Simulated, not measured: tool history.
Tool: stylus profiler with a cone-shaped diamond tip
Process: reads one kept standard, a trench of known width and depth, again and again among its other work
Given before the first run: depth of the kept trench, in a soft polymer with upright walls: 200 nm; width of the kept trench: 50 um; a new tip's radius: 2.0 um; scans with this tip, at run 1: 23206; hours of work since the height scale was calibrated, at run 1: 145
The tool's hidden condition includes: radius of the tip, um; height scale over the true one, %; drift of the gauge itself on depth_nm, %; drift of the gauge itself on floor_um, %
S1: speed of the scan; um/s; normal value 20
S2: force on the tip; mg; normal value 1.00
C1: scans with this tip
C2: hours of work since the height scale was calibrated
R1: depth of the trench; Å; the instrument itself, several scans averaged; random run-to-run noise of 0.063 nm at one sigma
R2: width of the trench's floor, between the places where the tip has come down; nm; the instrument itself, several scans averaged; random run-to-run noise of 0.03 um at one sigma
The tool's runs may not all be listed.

{"run": 1, "hour": 0.0, "S1": 20, "S2": 1.0, "C1": 23206, "C2": 145, "R1": 2007.3, "R2": 48150}
{"run": 2, "hour": 52.3, "S1": 20, "S2": 1.04, "C1": 23668, "C2": 181, "R1": 2008.1, "R2": 48050}
{"run": 3, "hour": 91.6, "S1": 20, "S2": 1.04, "C1": 24015, "C2": 208, "R1": 2007.5, "R2": 48160}
{"run": 4, "hour": 154.4, "S1": 20, "S2": 1.0, "C1": 24569, "C2": 252, "R1": 2007.0, "R2": 48090}
{"run": 5, "hour": 186.0, "S1": 19, "S2": 1.0, "C1": 24847, "C2": 274, "R1": 2007.3, "R2": 48130}
{"run": 6, "hour": 227.9, "S1": 20, "S2": 2.5, "C1": 25217, "C2": 303, "R1": 2013.2, "R2": 48170}
{"run": 7, "hour": 277.2, "S1": 20, "S2": 1.13, "C1": 25652, "C2": 337, "R1": 2008.8, "R2": 48140}
{"run": 8, "hour": 339.9, "S1": 20, "S2": 2.43, "C1": 26205, "C2": 380, "R1": 2012.5, "R2": 48120}
{"run": 9, "hour": 378.9, "S1": 20, "S2": 2.43, "C1": 26550, "C2": 407, "R1": 2013.4, "R2": 48190}
{"run": 10, "hour": 426.4, "S1": 20, "S2": 1.0, "C1": 26969, "C2": 440, "R1": 2007.4, "R2": 48120}
{"run": 11, "hour": 476.7, "S1": 20, "S2": 0.34, "C1": 27413, "C2": 475, "R1": 2001.8, "R2": 48030}
{"run": 12, "hour": 504.3, "S1": 20, "S2": 0.34, "C1": 27656, "C2": 494, "R1": 2004.0, "R2": 47980}
{"run": 13, "hour": 557.1, "S1": 20, "S2": 0.34, "C1": 28122, "C2": 531, "R1": 2003.0, "R2": 48020}
{"run": 14, "hour": 620.1, "S1": 23, "S2": 0.53, "C1": 28678, "C2": 575, "R1": 2004.8, "R2": 48070}
{"run": 15, "hour": 672.0, "S1": 7, "S2": 2.07, "C1": 29136, "C2": 611, "R1": 2012.1, "R2": 48190}
{"run": 16, "hour": 709.0, "S1": 56, "S2": 0.48, "C1": 29463, "C2": 636, "R1": 2004.9, "R2": 47820}
{"run": 17, "hour": 762.4, "S1": 56, "S2": 0.48, "C1": 29934, "C2": 673, "R1": 2003.6, "R2": 47820}

For run 18, what comes out?
{"run": 18, "hour": 794.8, "S1": 8, "S2": 2.11, "C1": 30219, "C2": 696, "R1": "?", "R2": "?"}

R1: 2010.9 Å
R2: 48190 nm
Minus the tool's unlogged condition, the same run would have read R1 2010.9 Å, R2 48210 nm.
